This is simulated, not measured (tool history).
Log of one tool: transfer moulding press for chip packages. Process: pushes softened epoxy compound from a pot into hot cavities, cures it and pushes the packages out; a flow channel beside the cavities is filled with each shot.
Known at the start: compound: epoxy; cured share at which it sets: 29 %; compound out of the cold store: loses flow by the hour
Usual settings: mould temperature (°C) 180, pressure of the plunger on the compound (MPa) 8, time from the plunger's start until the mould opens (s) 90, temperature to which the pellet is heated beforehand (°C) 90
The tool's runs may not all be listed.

| run | hour | mould temperature (°C) | pressure of the plunger on the compound (MPa) | time from the plunger's start until the mould opens (s) | temperature to which the pellet is heated beforehand (°C) | incoming compound's hours out of the cold store | length that the compound runs in the flow channel (mm) | greatest force on the pins that push the packages out (N) |
|---|---|---|---|---|---|---|---|---|
| 1 | 0 | 180 | 8 | 90 | 90 | 29.3 | 599 | 402 |
| 2 | 12.5 | 180 | 8 | 90 | 90 | 9.1 | 688 | 434 |
| 3 | 27.8 | 180 | 8.47 | 90 | 90 | 37.6 | 580 | 393 |
| 4 | 41.1 | 180 | 8.47 | 90 | 90 | 24.2 | 635 | 412 |
| 5 | 55.9 | 180 | 8.47 | 90 | 90 | 16 | 674 | 434 |
| 6 | 63.5 | 180 | 8.47 | 90 | 90 | 13.2 | 687 | 437 |
|  | 76.4 | plunger's sealing rings changed |
| 7 | 76.5 | 180 | 8.47 | 90 | 90 | 14.9 | 678 | 417 |
| 8 | 89.1 | 186 | 8 | 90 | 90 | 15 | 641 | 289 |
| 9 | 103.2 | 186 | 8 | 90 | 90 | 47.4 | 513 | 286 |
|  | 117.8 | cavities cleaned with cleaning compound and waxed |
| 10 | 120.6 | 180 | 8 | 90 | 97 | 18.4 | 642 | 395 |
| 11 | 128.3 | 180 | 8 | 90 | 97 | 33.2 | 582 | 400 |
| 12 | 135.2 | 180 | 8 | 90 | 97 | 16.3 | 652 | 403 |
| 13 | 142.1 | 180 | 9.65 | 90 | 97 | 37.8 | 616 | 383 |
| 14 | 151.2 | 185 | 8 | 90 | 90 | 44.9 | 526 | 289 |
| 15 | 162.3 | 185 | 8.71 | 93 | 90 | 8.5 | 706 | 293 |
| 16 | 176.8 | 180 | 9.18 | 111 | 90 | 21.5 | 674 | 292 |
| 17 | 188.2 | 178 | 9.33 | 111 | 87 | 47.9 | 573 | 305 |
| 18 | 202.9 | 182 | 8.43 | 111 | 82 | 46 | 541 | 280 |
| 19 | 210.2 | 173 | 7.16 | 79 | 90 | 9 | 673 | 1004 |
| 20 | 226.4 | 173 | 7.16 | 79 | 90 | 21.9 | 611 | 933 |
| 21 | 241.7 | 173 | 7.16 | 100 | 98 | 9.5 | 669 | 580 |
| 22 | 254.3 | 173 | 9.04 | 100 | 94 | 14.3 | 728 | 584 |
|  | 263.9 | cavities cleaned with cleaning compound and waxed |
| 23 | 265.6 | 180 | 9.81 | 90 | 82 | 30.2 | 656 | 397 |
| 24 | 277.9 | 180 | 9.81 | 90 | 82 | 42.4 | 603 | 397 |
| 25 | 288.3 | 180 | 9.81 | 90 | 82 | 19 | 712 | 427 |
| 26 | 304.5 | 180 | 8 | 116 | 81 | 12.9 | 667 | 281 |
| 27 | 311.6 | 180 | 8 | 116 | 81 | 42.6 | 543 | 275 |
| 28 | 322.4 | 175 | 7.61 | 84 | 86 | 13.2 | 667 | 779 |

5 ways to go on from here, each from the tool as it stands after run 28. What would each give?
| A | 335.6 | 180 | 9.59 | 90 | 88 | 25.8 | ? | ? |
| B | 335.6 | 180 | 9.17 | 90 | 88 | 24.6 | ? | ? |
| C | 335.6 | 182 | 7.64 | 84 | 86 | 37.8 | ? | ? |
| D | 335.6 | 186 | 8 | 103 | 87 | 37 | ? | ? |
| E | 335.6 | 175 | 7.61 | 81 | 85 | 41.4 | ? | ? |

| run | length that the compound runs in the flow channel (mm) | greatest force on the pins that push the packages out (N) |
|---|---|---|
| A | 670 | 419 |
| B | 657 | 407 |
| C | 546 | 406 |
| D | 553 | 258 |
| E | 548 | 714 |
Without the tool's hidden state the same runs would have given:
| run | length that the compound runs in the flow channel (mm) | greatest force on the pins that push the packages out (N) |
|---|---|---|
| A | 670 | 418 |
| B | 657 | 406 |
| C | 546 | 404 |
| D | 553 | 257 |
| E | 548 | 711 |
